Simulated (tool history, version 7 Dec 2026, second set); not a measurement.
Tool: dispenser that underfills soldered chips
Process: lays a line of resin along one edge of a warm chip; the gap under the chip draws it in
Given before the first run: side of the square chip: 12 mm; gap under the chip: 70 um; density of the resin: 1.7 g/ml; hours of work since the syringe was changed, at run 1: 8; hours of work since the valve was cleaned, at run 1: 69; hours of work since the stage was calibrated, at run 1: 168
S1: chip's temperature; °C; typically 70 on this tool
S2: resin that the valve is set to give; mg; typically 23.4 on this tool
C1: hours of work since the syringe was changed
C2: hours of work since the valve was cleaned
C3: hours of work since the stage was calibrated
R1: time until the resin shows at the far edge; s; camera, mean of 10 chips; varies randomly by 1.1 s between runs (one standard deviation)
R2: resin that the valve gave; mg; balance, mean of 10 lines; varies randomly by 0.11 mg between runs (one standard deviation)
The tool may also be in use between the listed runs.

Run 1, hour 0.0: usual settings; C1 8; C2 69; C3 168. Result: R1 201.8 s, R2 22.49 mg.
At hour 1.3: new syringe of resin.
Run 2, hour 3.9: usual settings but S2 22.8 mg; C1 2; C2 71; C3 171. Result: R1 124.1 s, R2 21.86 mg.
Run 3, hour 11.2: usual settings; C1 6; C2 75; C3 175. Result: R1 179.4 s, R2 22.61 mg.
At hour 15.0: new syringe of resin.
Run 4, hour 20.1: usual settings; C1 3; C2 80; C3 180. Result: R1 137.9 s, R2 22.40 mg.
At hour 28.5: new syringe of resin.
Run 5, hour 28.5: usual settings; C1 0; C2 85; C3 185. Result: R1 108.0 s, R2 22.21 mg.
Run 6, hour 35.9: usual settings; C1 5; C2 90; C3 190. Result: R1 158.4 s, R2 22.22 mg.
At hour 41.8: new syringe of resin.
Run 7, hour 42.1: usual settings; C1 0; C2 94; C3 193. Result: R1 107.0 s, R2 22.33 mg.
Run 8, hour 45.7: usual settings; C1 2; C2 96; C3 195. Result: R1 129.8 s, R2 22.08 mg.
Run 9, hour 53.1: usual settings; C1 7; C2 100; C3 200. Result: R1 189.2 s, R2 21.89 mg.
At hour 55.3: new syringe of resin.
Run 10, hour 59.8: usual settings; C1 3; C2 104; C3 204. Result: R1 136.4 s, R2 21.92 mg.
At hour 64.6: dispensing valve cleaned and set on the balance.
Run 11, hour 68.5: usual settings; C1 7; C2 2; C3 209. Result: R1 200.3 s, R2 23.48 mg.
At hour 69.8: new syringe of resin.
Run 12, hour 74.4: usual settings but S1 85 °C; C1 3; C2 6; C3 212. Result: R1 82.2 s, R2 23.37 mg.
Run 13, hour 81.8: usual settings but S1 85 °C; C1 7; C2 10; C3 217. Result: R1 121.0 s, R2 23.32 mg.
At hour 83.5: new syringe of resin.
Run 14, hour 86.1: usual settings but S2 24.2 mg; C1 2; C2 13; C3 219. Result: R1 116.3 s, R2 23.99 mg.
Run 15, hour 94.3: usual settings but S2 24.2 mg; C1 7; C2 18; C3 224. Result: R1 181.8 s, R2 23.81 mg.
At hour 97.0: new syringe of resin.
Run 16, hour 98.3: usual settings but S2 22.8 mg; C1 1; C2 20; C3 226. Result: R1 113.3 s, R2 22.43 mg.
Run 17, hour 103.0: usual settings but S2 22.8 mg; C1 4; C2 23; C3 229. Result: R1 146.1 s, R2 22.53 mg.
Run 18, hour 107.6: usual settings but S2 25.9 mg; C1 6; C2 26; C3 232. Result: R1 178.6 s, R2 25.39 mg.
At hour 110.6: new syringe of resin.
Run 19, hour 114.6: usual settings but S2 25.9 mg; C1 2; C2 30; C3 236. Result: R1 126.9 s, R2 25.57 mg.
Run 20, hour 120.0: usual settings but S2 25.9 mg; C1 6; C2 33; C3 239. Result: R1 168.4 s, R2 25.62 mg.
At hour 124.0: new syringe of resin.
Run 21, hour 124.5: usual settings but S1 61 °C, S2 25.9 mg; C1 0; C2 36; C3 242. Result: R1 142.4 s, R2 25.32 mg.
Run 22, hour 128.8: usual settings but S1 61 °C, S2 25.9 mg; C1 3; C2 38; C3 244. Result: R1 174.3 s, R2 25.30 mg.
Run 23, hour 133.2: usual settings but S1 81 °C, S2 25.9 mg; C1 6; C2 41; C3 247. Result: R1 115.9 s, R2 25.32 mg.
At hour 137.3: new syringe of resin.
Run 24, hour 141.0: usual settings but S1 81 °C, S2 25.9 mg; C1 2; C2 45; C3 252. Result: R1 88.0 s, R2 25.18 mg.
Run 25, hour 149.4: usual settings but S1 81 °C, S2 25.9 mg; C1 7; C2 51; C3 257. Result: R1 132.3 s, R2 25.13 mg.
At hour 151.2: new syringe of resin.
Run 26, hour 158.1: usual settings but S1 79 °C, S2 27.9 mg; C1 4; C2 56; C3 262. Result: R1 109.6 s, R2 27.21 mg.
Run 27, hour 163.0: usual settings but S1 66 °C; C1 7; C2 59; C3 265. Result: R1 220.0 s, R2 22.48 mg.
At hour 164.5: new syringe of resin.
Run 28, hour 171.8: usual settings but S2 21.1 mg; C1 4; C2 64; C3 270. Result: R1 161.0 s, R2 20.26 mg.
At hour 178.2: new syringe of resin.
Run 29, hour 179.4: usual settings but S1 65 °C, S2 26.5 mg; C1 1; C2 68; C3 274. Result: R1 128.7 s, R2 25.54 mg.
Run 30, hour 185.7: usual settings but S1 68 °C, S2 30.3 mg; C1 5; C2 72; C3 278. Result: R1 156.2 s, R2 29.18 mg.
At hour 192.2: new syringe of resin.
Run 31, hour 193.5: usual settings but S1 74 °C, S2 22.5 mg; C1 1; C2 77; C3 283. Result: R1 99.7 s, R2 21.43 mg.
Run 32, hour 202.3: usual settings but S1 59 °C, S2 27.3 mg; C1 6; C2 82; C3 288. Result: R1 248.7 s, R2 25.75 mg.
At hour 205.8: new syringe of resin.
Run 33, hour 209.8: usual settings but S1 59 °C, S2 27.3 mg; C1 2; C2 86; C3 293. Result: R1 177.2 s, R2 25.90 mg.
Run 34, hour 218.6: usual settings but S1 59 °C, S2 27.3 mg; C1 8; C2 92; C3 298. Result: R1 279.9 s, R2 25.78 mg.
At hour 219.5: new syringe of resin.
Run 35, hour 225.6: usual settings but S1 63 °C, S2 23.9 mg; C1 4; C2 96; C3 302. Result: R1 181.4 s, R2 22.37 mg.

Here are 5 independent what-if runs from the current tool condition. What would each one return?
Run A, hour 230.2: usual settings but S1 55 °C, S2 23.9 mg; C1 7; C2 99; C3 305. Result: R1 ?, R2 ?.
Run B, hour 230.2: usual settings but S1 66 °C, S2 24.3 mg; C1 7; C2 99; C3 305. Result: R1 ?, R2 ?.
Run C, hour 230.2: usual settings but S1 64 °C, S2 27.3 mg; C1 7; C2 99; C3 305. Result: R1 ?, R2 ?.
Run D, hour 230.2: usual settings but S1 73 °C, S2 20.9 mg; C1 7; C2 99; C3 305. Result: R1 ?, R2 ?.
Run E, hour 230.2: usual settings but S1 74 °C, S2 23.9 mg; C1 7; C2 99; C3 305. Result: R1 ?, R2 ?.

run     R1     R2
  A  305.9  22.58
  B  206.7  22.89
  C  214.6  25.85
  D  172.1  19.78
  E  157.2  22.50
Stripped of hidden state, with their random variation kept, the same runs would have yielded:
run     R1     R2
  A  184.8  23.93
  B  124.5  24.26
  C  130.1  27.39
  D  102.2  20.97
  E   94.2  23.84
